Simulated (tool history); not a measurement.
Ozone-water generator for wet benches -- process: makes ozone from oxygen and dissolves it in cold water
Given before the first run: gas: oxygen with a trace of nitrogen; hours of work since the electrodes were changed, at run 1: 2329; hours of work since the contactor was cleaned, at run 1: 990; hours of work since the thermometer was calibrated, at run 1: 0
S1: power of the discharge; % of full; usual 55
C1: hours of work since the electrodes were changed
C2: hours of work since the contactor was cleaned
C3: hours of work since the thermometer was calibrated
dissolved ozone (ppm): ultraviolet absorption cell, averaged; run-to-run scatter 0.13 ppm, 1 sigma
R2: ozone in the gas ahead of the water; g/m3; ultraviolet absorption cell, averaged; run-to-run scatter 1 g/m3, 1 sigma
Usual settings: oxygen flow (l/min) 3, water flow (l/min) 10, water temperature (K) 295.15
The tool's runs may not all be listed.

run 1 hour=0 | S1=55 oxygen_flow_(l/min)=3 water_flow_(l/min)=10 water_temperature_(K)=295.15 | C1=2329 C2=990 C3=0 | dissolved_ozone_(ppm)=14.1 R2=168.4
run 2 hour=59.4 | S1=55 oxygen_flow_(l/min)=3 water_flow_(l/min)=10 water_temperature_(K)=295.15 | C1=2382 C2=1043 C3=53 | dissolved_ozone_(ppm)=14.2 R2=167.6
run 3 hour=121.7 | S1=80 oxygen_flow_(l/min)=3 water_flow_(l/min)=10 water_temperature_(K)=295.15 | C1=2437 C2=1098 C3=108 | dissolved_ozone_(ppm)=17.3 R2=206
run 4 hour=191.1 | S1=80 oxygen_flow_(l/min)=3 water_flow_(l/min)=10 water_temperature_(K)=295.15 | C1=2499 C2=1160 C3=170 | dissolved_ozone_(ppm)=17.6 R2=206.2
run 5 hour=284.7 | S1=80 oxygen_flow_(l/min)=3 water_flow_(l/min)=10 water_temperature_(K)=295.15 | C1=2582 C2=1243 C3=253 | dissolved_ozone_(ppm)=17.3 R2=206
run 6 hour=343.9 | S1=80 oxygen_flow_(l/min)=3 water_flow_(l/min)=6 water_temperature_(K)=295.15 | C1=2635 C2=1295 C3=306 | dissolved_ozone_(ppm)=24.4 R2=206.5
run 7 hour=387.6 | S1=80 oxygen_flow_(l/min)=3 water_flow_(l/min)=6 water_temperature_(K)=295.15 | C1=2674 C2=1334 C3=345 | dissolved_ozone_(ppm)=24.8 R2=203.6
run 8 hour=477.6 | S1=55 oxygen_flow_(l/min)=3 water_flow_(l/min)=10 water_temperature_(K)=295.15 | C1=2754 C2=1414 C3=425 | dissolved_ozone_(ppm)=14.4 R2=167.3
run 9 hour=548.5 | S1=55 oxygen_flow_(l/min)=3 water_flow_(l/min)=10 water_temperature_(K)=295.15 | C1=2817 C2=1477 C3=488 | dissolved_ozone_(ppm)=14.4 R2=166.1
run 10 hour=616.3 | S1=55 oxygen_flow_(l/min)=3 water_flow_(l/min)=10 water_temperature_(K)=290.15 | C1=2877 C2=1538 C3=548 | dissolved_ozone_(ppm)=15.3 R2=166.8
run 11 hour=661.5 | S1=55 oxygen_flow_(l/min)=3 water_flow_(l/min)=10 water_temperature_(K)=290.15 | C1=2917 C2=1578 C3=588 | dissolved_ozone_(ppm)=15.2 R2=166.8
run 12 hour=720.3 | S1=55 oxygen_flow_(l/min)=3 water_flow_(l/min)=10 water_temperature_(K)=290.15 | C1=2969 C2=1630 C3=640 | dissolved_ozone_(ppm)=15 R2=166.7
run 13 hour=810.4 | S1=55 oxygen_flow_(l/min)=3 water_flow_(l/min)=10 water_temperature_(K)=295.15 | C1=3049 C2=1710 C3=720 | dissolved_ozone_(ppm)=14 R2=164.9
run 14 hour=870.4 | S1=55 oxygen_flow_(l/min)=3 water_flow_(l/min)=10 water_temperature_(K)=295.15 | C1=3103 C2=1763 C3=774 | dissolved_ozone_(ppm)=14.1 R2=166.5
run 15 hour=947.8 | S1=55 oxygen_flow_(l/min)=4.37 water_flow_(l/min)=10 water_temperature_(K)=295.15 | C1=3172 C2=1832 C3=843 | dissolved_ozone_(ppm)=14.5 R2=147.2
run 16 hour=1009.1 | S1=55 oxygen_flow_(l/min)=3 water_flow_(l/min)=8 water_temperature_(K)=295.15 | C1=3226 C2=1887 C3=897 | dissolved_ozone_(ppm)=16.5 R2=164.2
run 17 hour=1072.5 | S1=64 oxygen_flow_(l/min)=3 water_flow_(l/min)=15 water_temperature_(K)=295.15 | C1=3282 C2=1943 C3=953 | dissolved_ozone_(ppm)=10.8 R2=178.3
run 18 hour=1128.9 | S1=64 oxygen_flow_(l/min)=3 water_flow_(l/min)=15 water_temperature_(K)=295.15 | C1=3333 C2=1993 C3=1004 | dissolved_ozone_(ppm)=10.8 R2=178.9
run 19 hour=1192.3 | S1=55 oxygen_flow_(l/min)=4.53 water_flow_(l/min)=10 water_temperature_(K)=295.15 | C1=3389 C2=2050 C3=1060 | dissolved_ozone_(ppm)=14.6 R2=143.7
run 20 hour=1285.1 | S1=82 oxygen_flow_(l/min)=3.63 water_flow_(l/min)=11 water_temperature_(K)=295.15 | C1=3471 C2=2132 C3=1142 | dissolved_ozone_(ppm)=16.5 R2=192.7
run 21 hour=1379.5 | S1=82 oxygen_flow_(l/min)=2.31 water_flow_(l/min)=14 water_temperature_(K)=300.15 | C1=3555 C2=2216 C3=1226 | dissolved_ozone_(ppm)=11.6 R2=220.6
run 22 hour=1428.7 | S1=82 oxygen_flow_(l/min)=2.31 water_flow_(l/min)=14 water_temperature_(K)=300.15 | C1=3599 C2=2260 C3=1270 | dissolved_ozone_(ppm)=11.5 R2=219.3
run 23 hour=1484.4 | S1=87 oxygen_flow_(l/min)=3.57 water_flow_(l/min)=8 water_temperature_(K)=295.15 | C1=3649 C2=2309 C3=1320 | dissolved_ozone_(ppm)=21.2 R2=198.5
run 24 hour=1566.3 | S1=67 oxygen_flow_(l/min)=2.69 water_flow_(l/min)=16 water_temperature_(K)=303.15 | C1=3721 C2=2382 C3=1392 | dissolved_ozone_(ppm)=9.1 R2=187.8
run 25 hour=1625.3 | S1=67 oxygen_flow_(l/min)=2.69 water_flow_(l/min)=7 water_temperature_(K)=303.15 | C1=3774 C2=2435 C3=1445 | dissolved_ozone_(ppm)=16.5 R2=188.3
run 26 hour=1710.4 | S1=73 oxygen_flow_(l/min)=3 water_flow_(l/min)=10 water_temperature_(K)=295.15 | C1=3849 C2=2510 C3=1520 | dissolved_ozone_(ppm)=16 R2=188.7
run 27 hour=1762.7 | S1=55 oxygen_flow_(l/min)=2.67 water_flow_(l/min)=10 water_temperature_(K)=297.15 | C1=3896 C2=2557 C3=1567 | dissolved_ozone_(ppm)=12.9 R2=167.7
run 28 hour=1811 | S1=65 oxygen_flow_(l/min)=2.67 water_flow_(l/min)=10 water_temperature_(K)=297.15 | C1=3939 C2=2600 C3=1610 | dissolved_ozone_(ppm)=14 R2=183.9
run 29 hour=1868.5 | S1=72 oxygen_flow_(l/min)=1.94 water_flow_(l/min)=9 water_temperature_(K)=290.15 | C1=3990 C2=2651 C3=1661 | dissolved_ozone_(ppm)=16.5 R2=213.7
run 30 hour=1956.5 | S1=47 oxygen_flow_(l/min)=2.46 water_flow_(l/min)=11 water_temperature_(K)=295.15 | C1=4068 C2=2729 C3=1739 | dissolved_ozone_(ppm)=11.2 R2=159.6
run 31 hour=2004.1 | S1=47 oxygen_flow_(l/min)=2.46 water_flow_(l/min)=11 water_temperature_(K)=295.15 | C1=4111 C2=2771 C3=1782 | dissolved_ozone_(ppm)=11.1 R2=158.4
run 32 hour=2081.1 | S1=47 oxygen_flow_(l/min)=2.46 water_flow_(l/min)=11 water_temperature_(K)=295.15 | C1=4179 C2=2840 C3=1850 | dissolved_ozone_(ppm)=11.1 R2=158.4

Consider 4 possible next runs. They are alternatives, not a sequence: every one starts from the tool as it was left by run 32. What does each give?
run A hour=2167.9 | S1=55 oxygen_flow_(l/min)=3 water_flow_(l/min)=12 water_temperature_(K)=295.15 | C1=4256 C2=2917 C3=1927 | dissolved_ozone_(ppm)=? R2=?
run B hour=2167.9 | S1=47 oxygen_flow_(l/min)=3.05 water_flow_(l/min)=11 water_temperature_(K)=296.15 | C1=4256 C2=2917 C3=1927 | dissolved_ozone_(ppm)=? R2=?
run C hour=2167.9 | S1=67 oxygen_flow_(l/min)=4.37 water_flow_(l/min)=8 water_temperature_(K)=295.15 | C1=4256 C2=2917 C3=1927 | dissolved_ozone_(ppm)=? R2=?
run D hour=2167.9 | S1=55 oxygen_flow_(l/min)=1.56 water_flow_(l/min)=8 water_temperature_(K)=299.15 | C1=4256 C2=2917 C3=1927 | dissolved_ozone_(ppm)=? R2=?

run=A dissolved_ozone_(ppm)=11.8 R2=163.9
run=B dissolved_ozone_(ppm)=11.5 R2=149.1
run=C dissolved_ozone_(ppm)=18.5 R2=160.7
run=D dissolved_ozone_(ppm)=13.3 R2=198.3
Take away the tool's hidden state, keep each run's random variation, and the runs would have read:
run=A dissolved_ozone_(ppm)=13 R2=176
run=B dissolved_ozone_(ppm)=12.6 R2=158.9
run=C dissolved_ozone_(ppm)=20.6 R2=174.1
run=D dissolved_ozone_(ppm)=14.7 R2=212.9

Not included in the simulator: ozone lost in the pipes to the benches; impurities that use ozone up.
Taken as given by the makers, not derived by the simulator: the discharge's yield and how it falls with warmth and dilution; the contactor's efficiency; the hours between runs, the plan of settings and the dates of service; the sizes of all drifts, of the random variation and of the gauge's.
